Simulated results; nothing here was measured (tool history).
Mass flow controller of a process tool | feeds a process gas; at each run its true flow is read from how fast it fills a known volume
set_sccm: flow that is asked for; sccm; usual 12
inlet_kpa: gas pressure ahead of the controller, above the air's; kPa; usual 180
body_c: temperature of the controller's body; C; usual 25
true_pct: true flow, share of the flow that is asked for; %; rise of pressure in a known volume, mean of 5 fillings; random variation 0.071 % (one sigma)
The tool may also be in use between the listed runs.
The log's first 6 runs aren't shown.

run    hour  set_sccm  inlet_kpa  body_c  hours of work since the controller was set to zero  hours of work since the controller was changed  true_pct
  7  2512.2        12        180      37                                                 882                                             882     98.02
  8    3038        12        180      37                                                1045                                            1045     97.96
  9  3507.6        12        180      37                                                1191                                            1191     97.92
 10  3985.8        12        180      25                                                1339                                            1339     98.27
 11  4404.2        12        180      25                                                1469                                            1469     98.09
 12  4711.2        12        180      25                                                1565                                            1565      98.1
 13    4966        12        180      25                                                1644                                            1644     98.01
 14  5297.9        12        180      25                                                1747                                            1747     97.91
 15  5543.1        12        162      25                                                1823                                            1823     97.87
 16  5999.1        12        162      20                                                1965                                            1965     97.98
 17  6396.9        12        162      20                                                2088                                            2088     97.78
 18    6676        18        260      29                                                2175                                            2175     98.55
 19  7205.6        18        260      29                                                2339                                            2339      98.2
 20  7658.2        12        180      30                                                2480                                            2480     97.21
 21  7877.6         2        173      25                                                2548                                            2548     93.53
 22  8404.1         2        173      25                                                2712                                            2712     93.21
 23    8759         3        254      25                                                2822                                            2822     94.88
 24  8993.5        17        225      22                                                2895                                            2895     97.99
 25  9380.9         8        222      35                                                3015                                            3015     96.27
 26  9915.1         8        222      35                                                3181                                            3181     96.02

Run 27 comes next. What will it give?
 27  10201.3         8        222      35                                                3270                                            3270         ?

{"run 27": {"true_pct": 95.97}}
Without the tool's hidden state the same run would have given true_pct 99.02 %.
